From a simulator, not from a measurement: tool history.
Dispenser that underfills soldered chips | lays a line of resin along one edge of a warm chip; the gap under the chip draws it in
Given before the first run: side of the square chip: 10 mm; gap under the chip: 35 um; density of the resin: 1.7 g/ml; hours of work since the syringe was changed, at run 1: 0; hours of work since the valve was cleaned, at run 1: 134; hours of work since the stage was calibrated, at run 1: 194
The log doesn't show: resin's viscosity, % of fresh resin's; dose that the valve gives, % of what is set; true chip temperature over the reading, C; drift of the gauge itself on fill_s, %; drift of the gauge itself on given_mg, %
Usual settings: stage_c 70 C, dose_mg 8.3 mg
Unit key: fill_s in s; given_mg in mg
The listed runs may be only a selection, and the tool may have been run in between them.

| run | hour | stage_c | dose_mg | hours of work since the syringe was changed | hours of work since the valve was cleaned | hours of work since the stage was calibrated | fill_s | given_mg |
|---|---|---|---|---|---|---|---|---|
| 1 | 0 | 70 | 8.3 | 0 | 134 | 194 | 180.1 | 7.41 |
| 2 | 7.6 | 70 | 10.07 | 5 | 140 | 199 | 199.7 | 8.93 |
|  | 9.8 | dispensing valve cleaned and set on the balance |
|  | 12.6 | new syringe of resin |
| 3 | 15.1 | 74 | 10.07 | 2 | 3 | 203 | 145.1 | 9.9 |
| 4 | 21.6 | 74 | 10.07 | 6 | 8 | 207 | 167.6 | 9.83 |
|  | 23.8 | new syringe of resin |
| 5 | 29.7 | 74 | 10.07 | 4 | 13 | 212 | 155.8 | 9.95 |
|  | 35 | new syringe of resin |
| 6 | 35 | 74 | 10.07 | 0 | 16 | 216 | 137.5 | 9.87 |
| 7 | 45 | 74 | 10.07 | 7 | 23 | 222 | 169.7 | 9.85 |
|  | 46 | new syringe of resin |
| 8 | 55.5 | 84 | 10.07 | 6 | 30 | 229 | 101.4 | 9.81 |
|  | 57.4 | new syringe of resin |
| 9 | 65.1 | 84 | 10.07 | 5 | 36 | 235 | 97.8 | 9.66 |
|  | 68.5 | new syringe of resin |
| 10 | 74 | 70 | 8.04 | 4 | 42 | 241 | 201.1 | 7.68 |
|  | 79.9 | new syringe of resin |
| 11 | 82.2 | 70 | 10.58 | 2 | 47 | 246 | 178.5 | 10.24 |
| 12 | 88.5 | 70 | 10.58 | 6 | 51 | 251 | 211.7 | 10.06 |
|  | 91.7 | new syringe of resin |
| 13 | 98 | 59 | 10.52 | 4 | 57 | 257 | 356.5 | 9.97 |
|  | 103.3 | new syringe of resin |
| 14 | 105.8 | 59 | 10.52 | 2 | 62 | 262 | 321.1 | 9.79 |
|  | 114.5 | new syringe of resin |
| 15 | 114.7 | 59 | 10.52 | 0 | 68 | 267 | 306.7 | 9.93 |
| 16 | 124.5 | 59 | 10.52 | 7 | 75 | 274 | 389.5 | 9.89 |
|  | 126.2 | new syringe of resin |
| 17 | 130.1 | 59 | 10.52 | 3 | 78 | 278 | 326.2 | 9.86 |
|  | 137.7 | new syringe of resin |
| 18 | 138.5 | 59 | 10.52 | 1 | 83 | 283 | 309.4 | 9.87 |
| 19 | 148.3 | 59 | 10.52 | 7 | 90 | 289 | 378.7 | 9.67 |
|  | 149.4 | new syringe of resin |
| 20 | 158.2 | 75 | 10.03 | 6 | 96 | 296 | 160.5 | 9.26 |
|  | 160.7 | new syringe of resin |
| 21 | 165.7 | 76 | 8.9 | 3 | 101 | 301 | 144.5 | 8.11 |
| 22 | 170 | 76 | 8.9 | 6 | 104 | 304 | 160.4 | 8.06 |
|  | 172.1 | new syringe of resin |
| 23 | 177.9 | 81 | 9.94 | 4 | 109 | 309 | 112 | 9.03 |

Hidden state or all else? Some run-to-run changes of fill_s, split into what the settings, what came in and random variation would give without the hidden state, and what is left for the hidden state (with any gauge scatter that isn't in both results):
Run 12 -> 13: stage_c 70 -> 59, dose_mg 10.58 -> 10.52, new syringe of resin. fill_s +144.8 s: hidden state +19.3, all else +125.5.
Run 15 -> 16: no setting changed, nothing entered. fill_s +82.8 s: hidden state +76.9, all else +5.9.
Run 18 -> 19: no setting changed, nothing entered. fill_s +69.3 s: hidden state +74, all else -4.7.
Run 19 -> 20: stage_c 59 -> 75, dose_mg 10.52 -> 10.03, new syringe of resin. fill_s -218.2 s: hidden state -56.7, all else -161.5.

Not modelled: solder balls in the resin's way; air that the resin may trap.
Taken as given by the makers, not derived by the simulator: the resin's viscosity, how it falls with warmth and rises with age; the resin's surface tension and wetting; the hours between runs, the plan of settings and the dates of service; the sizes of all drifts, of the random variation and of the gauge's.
